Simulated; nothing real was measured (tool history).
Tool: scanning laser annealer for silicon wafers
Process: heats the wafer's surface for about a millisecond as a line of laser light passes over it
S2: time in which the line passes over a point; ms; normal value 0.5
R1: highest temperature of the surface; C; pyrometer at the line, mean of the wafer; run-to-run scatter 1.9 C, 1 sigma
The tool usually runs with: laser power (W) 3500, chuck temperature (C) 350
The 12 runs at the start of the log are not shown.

{"run": 13, "hour": 603.5, "laser power (W)": 3500, "S2": 0.5, "chuck temperature (C)": 350, "R1": 1151}
{"run": 14, "hour": 649.6, "laser power (W)": 3500, "S2": 0.5, "chuck temperature (C)": 350, "R1": 1150}
{"run": 15, "hour": 712.0, "laser power (W)": 3500, "S2": 0.5, "chuck temperature (C)": 350, "R1": 1150}
{"run": 16, "hour": 744.9, "laser power (W)": 3500, "S2": 0.5, "chuck temperature (C)": 350, "R1": 1153}
{"run": 17, "hour": 777.6, "laser power (W)": 3500, "S2": 0.46, "chuck temperature (C)": 350, "R1": 1119}
{"run": 18, "hour": 841.0, "laser power (W)": 2982, "S2": 0.46, "chuck temperature (C)": 350, "R1": 999}
{"run": 19, "hour": 908.6, "laser power (W)": 2982, "S2": 0.46, "chuck temperature (C)": 350, "R1": 996}
{"hour": 946.1, "done": "optics aligned, line set to its width"}
{"run": 20, "hour": 958.4, "laser power (W)": 2982, "S2": 0.46, "chuck temperature (C)": 350, "R1": 1010}
{"run": 21, "hour": 1012.2, "laser power (W)": 3500, "S2": 0.5, "chuck temperature (C)": 350, "R1": 1166}
{"run": 22, "hour": 1068.3, "laser power (W)": 2999, "S2": 0.357, "chuck temperature (C)": 338, "R1": 924}
{"run": 23, "hour": 1117.8, "laser power (W)": 3097, "S2": 0.357, "chuck temperature (C)": 338, "R1": 946}
{"run": 24, "hour": 1166.0, "laser power (W)": 3500, "S2": 0.505, "chuck temperature (C)": 332, "R1": 1148}

Run 25 has not been measured yet. What should we expect?
{"run": 25, "hour": 1196.1, "laser power (W)": 3668, "S2": 0.551, "chuck temperature (C)": 379, "R1": "?"}

R1: 1275 C
With no hidden state in the tool, this same run would have given R1 1274 C.
